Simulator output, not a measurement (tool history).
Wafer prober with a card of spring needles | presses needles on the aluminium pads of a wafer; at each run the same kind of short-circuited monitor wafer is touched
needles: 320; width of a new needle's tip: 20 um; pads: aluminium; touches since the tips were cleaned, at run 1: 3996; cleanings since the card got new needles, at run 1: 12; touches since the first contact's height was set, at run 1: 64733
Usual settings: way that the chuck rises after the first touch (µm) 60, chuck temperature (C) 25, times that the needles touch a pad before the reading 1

run,hour,way that the chuck rises after the first touch (µm),chuck temperature (C),times that the needles touch a pad before the reading,touches since the tips were cleaned,cleanings since the card got new needles,touches since the first contact's height was set,resistance of one needle with its contact and lead (mohm),way that a needle slides on the pad (µm)
1,0.0,60,25,1,3996,12,64733,185,15.64
# hour 2.7: tips cleaned on abrasive film
# hour 18.1: tips cleaned on abrasive film
2,30.5,60,25,1,4089,14,74692,182,15.56
# hour 32.7: tips cleaned on abrasive film
3,44.4,60,25,1,3865,15,79236,181,15.66
# hour 47.1: tips cleaned on abrasive film
4,59.2,60,25,1,3989,16,84068,183,15.60
# hour 61.4: tips cleaned on abrasive film
# hour 77.3: tips cleaned on abrasive film
5,83.2,60,25,1,1926,18,91863,181,15.35
# hour 91.7: tips cleaned on abrasive film
6,99.9,60,25,1,2711,19,97343,187,15.56
# hour 106.9: tips cleaned on abrasive film
# hour 122.0: tips cleaned on abrasive film
7,132.6,60,25,1,3473,21,108012,188,15.70
# hour 137.3: tips cleaned on abrasive film
# hour 152.5: tips cleaned on abrasive film
8,164.6,60,25,1,3964,23,118447,183,15.77
# hour 168.3: tips cleaned on abrasive film
9,178.5,70,25,1,3351,24,122996,183,18.07
# hour 184.5: tips cleaned on abrasive film
10,194.5,60,25,1,3295,25,128217,182,15.58
# hour 199.4: tips cleaned on abrasive film
11,210.3,60,62,1,3565,26,133365,193,15.55
# hour 214.5: tips cleaned on abrasive film
12,223.6,75,62,1,2985,27,137697,187,19.57
# hour 228.6: tips cleaned on abrasive film
# hour 242.2: tips cleaned on abrasive film
13,245.8,75,62,1,1158,29,144926,188,19.70
# hour 257.1: tips cleaned on abrasive film
14,264.7,75,62,1,2503,30,151109,187,19.66
# hour 271.5: tips cleaned on abrasive film
15,282.1,75,62,1,3492,31,156808,185,19.58
# hour 287.0: tips cleaned on abrasive film
# hour 302.1: tips cleaned on abrasive film
16,308.1,75,62,1,1963,33,165269,186,19.58
# hour 317.9: tips cleaned on abrasive film
17,325.6,60,25,3,2519,34,170996,184,15.52
# hour 332.0: tips cleaned on abrasive film
# hour 346.6: tips cleaned on abrasive film
18,347.2,60,25,3,199,36,178040,183,15.59
# hour 362.0: tips cleaned on abrasive film
19,374.3,60,26,2,4033,37,186889,184,15.46
# hour 375.9: tips cleaned on abrasive film
# hour 390.3: tips cleaned on abrasive film
20,391.0,60,26,1,229,39,192313,185,15.24
# hour 405.2: tips cleaned on abrasive film
21,411.5,60,25,3,2050,40,199020,181,15.57
# hour 418.9: tips cleaned on abrasive film
# hour 432.6: tips cleaned on abrasive film
22,432.6,60,25,3,0,42,205905,181,15.64
# hour 448.2: tips cleaned on abrasive film
# hour 464.0: tips cleaned on abrasive film
23,464.0,66,84,1,0,44,216138,194,17.30
# hour 479.2: tips cleaned on abrasive film
24,488.3,66,84,1,3001,45,224095,197,16.92
# hour 494.9: tips cleaned on abrasive film
25,506.5,41,39,1,3817,46,230032,193,10.71
# hour 508.6: tips cleaned on abrasive film
# hour 511.4: height of the first contact set anew
# hour 523.1: tips cleaned on abrasive film
26,534.6,41,52,2,3775,48,7572,196,10.59
# hour 537.2: tips cleaned on abrasive film
# hour 551.4: tips cleaned on abrasive film
27,564.3,57,52,1,4263,50,17285,192,14.85
# hour 567.2: tips cleaned on abrasive film
# hour 582.2: tips cleaned on abrasive film
28,594.5,60,25,2,4059,52,27141,184,15.65
# hour 596.6: tips cleaned on abrasive film
# hour 611.5: tips cleaned on abrasive film
29,612.4,60,25,2,313,54,32946,184,15.70
# hour 627.2: tips cleaned on abrasive film
# hour 641.1: tips cleaned on abrasive film
30,641.1,68,25,1,0,56,42321,183,17.41
# hour 655.9: tips cleaned on abrasive film
# hour 669.7: tips cleaned on abrasive film
31,672.3,68,25,1,877,58,52508,179,17.95
# hour 684.6: tips cleaned on abrasive film
32,693.8,68,25,1,3026,59,59531,182,17.55

3 ways to go on from here, each from the tool as it stands after run 32. What would each give?
# hour 699.9: tips cleaned on abrasive film
# hour 715.2: tips cleaned on abrasive film
A,721.7,60,25,1,2145,61,68635,?,?
# hour 699.9: tips cleaned on abrasive film
# hour 715.2: tips cleaned on abrasive film
B,721.7,46,94,2,2145,61,68635,?,?
# hour 699.9: tips cleaned on abrasive film
# hour 715.2: tips cleaned on abrasive film
C,721.7,68,25,1,2145,61,68635,?,?

run,resistance of one needle with its contact and lead (mohm),way that a needle slides on the pad (µm)
A,181,15.41
B,202,11.98
C,182,17.56
Without the tool's hidden state the same runs would have given:
run,resistance of one needle with its contact and lead (mohm),way that a needle slides on the pad (µm)
A,181,15.41
B,202,11.99
C,182,17.56
